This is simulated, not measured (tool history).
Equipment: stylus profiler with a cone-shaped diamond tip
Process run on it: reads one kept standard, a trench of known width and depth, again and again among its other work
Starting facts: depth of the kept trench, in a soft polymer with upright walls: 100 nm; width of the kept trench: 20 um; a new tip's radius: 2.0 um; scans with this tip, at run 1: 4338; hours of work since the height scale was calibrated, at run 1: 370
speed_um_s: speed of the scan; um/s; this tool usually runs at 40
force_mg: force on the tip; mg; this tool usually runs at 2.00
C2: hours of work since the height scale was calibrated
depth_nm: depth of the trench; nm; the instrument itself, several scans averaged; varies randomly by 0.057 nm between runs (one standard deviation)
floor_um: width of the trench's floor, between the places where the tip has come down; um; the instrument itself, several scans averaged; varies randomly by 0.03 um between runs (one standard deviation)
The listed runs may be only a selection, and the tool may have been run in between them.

run 1 day=0.000 | speed_um_s=40 force_mg=2.00 | scans_with_this_tip=4338 C2=370 | depth_nm=101.32 floor_um=18.43
run 2 day=0.600 | speed_um_s=40 force_mg=2.00 | scans_with_this_tip=4457 C2=381 | depth_nm=101.41 floor_um=18.45
run 3 day=1.779 | speed_um_s=40 force_mg=2.00 | scans_with_this_tip=4690 C2=400 | depth_nm=101.36 floor_um=18.40
run 4 day=2.475 | speed_um_s=40 force_mg=1.13 | scans_with_this_tip=4829 C2=412 | depth_nm=100.94 floor_um=18.39
run 5 day=3.646 | speed_um_s=40 force_mg=2.00 | scans_with_this_tip=5061 C2=432 | depth_nm=101.39 floor_um=18.39
run 6 day=4.988 | speed_um_s=40 force_mg=2.00 | scans_with_this_tip=5327 C2=455 | depth_nm=101.42 floor_um=18.41
run 7 day=5.925 | speed_um_s=40 force_mg=2.00 | scans_with_this_tip=5513 C2=471 | depth_nm=101.43 floor_um=18.47
run 8 day=6.758 | speed_um_s=40 force_mg=1.21 | scans_with_this_tip=5678 C2=485 | depth_nm=101.08 floor_um=18.32
run 9 day=8.012 | speed_um_s=142 force_mg=2.02 | scans_with_this_tip=5927 C2=506 | depth_nm=101.34 floor_um=17.89
run 10 day=9.108 | speed_um_s=142 force_mg=2.02 | scans_with_this_tip=6144 C2=525 | depth_nm=101.40 floor_um=17.84
run 11 day=9.771 | speed_um_s=18 force_mg=2.47 | scans_with_this_tip=6276 C2=536 | depth_nm=101.63 floor_um=18.54
run 12 day=10.892 | speed_um_s=40 force_mg=3.08 | scans_with_this_tip=6498 C2=555 | depth_nm=101.74 floor_um=18.48
run 13 day=12.221 | speed_um_s=19 force_mg=0.75 | scans_with_this_tip=6761 C2=577 | depth_nm=100.92 floor_um=18.44
run 14 day=12.992 | speed_um_s=36 force_mg=3.10 | scans_with_this_tip=6914 C2=590 | depth_nm=101.97 floor_um=18.41
run 15 day=13.546 | speed_um_s=107 force_mg=3.07 | scans_with_this_tip=7024 C2=600 | depth_nm=101.86 floor_um=18.21
run 16 day=14.154 | speed_um_s=14 force_mg=2.00 | scans_with_this_tip=7146 C2=610 | depth_nm=101.43 floor_um=18.51

Here are 5 independent what-if runs from the current tool condition. What would each one return?
run A day=15.362 | speed_um_s=46 force_mg=1.28 | scans_with_this_tip=7385 C2=631 | depth_nm=? floor_um=?
run B day=15.362 | speed_um_s=40 force_mg=2.00 | scans_with_this_tip=7385 C2=631 | depth_nm=? floor_um=?
run C day=15.362 | speed_um_s=19 force_mg=2.00 | scans_with_this_tip=7385 C2=631 | depth_nm=? floor_um=?
run D day=15.362 | speed_um_s=160 force_mg=0.75 | scans_with_this_tip=7385 C2=631 | depth_nm=? floor_um=?
run E day=15.362 | speed_um_s=62 force_mg=0.90 | scans_with_this_tip=7385 C2=631 | depth_nm=? floor_um=?

run=A depth_nm=101.20 floor_um=18.34
run=B depth_nm=101.48 floor_um=18.37
run=C depth_nm=101.49 floor_um=18.54
run=D depth_nm=100.81 floor_um=17.20
run=E depth_nm=100.94 floor_um=18.10
With the hidden condition removed and each run's random variation left untouched, the same runs would have given:
run=A depth_nm=101.00 floor_um=18.46
run=B depth_nm=101.28 floor_um=18.49
run=C depth_nm=101.29 floor_um=18.66
run=D depth_nm=100.61 floor_um=17.32
run=E depth_nm=100.74 floor_um=18.22

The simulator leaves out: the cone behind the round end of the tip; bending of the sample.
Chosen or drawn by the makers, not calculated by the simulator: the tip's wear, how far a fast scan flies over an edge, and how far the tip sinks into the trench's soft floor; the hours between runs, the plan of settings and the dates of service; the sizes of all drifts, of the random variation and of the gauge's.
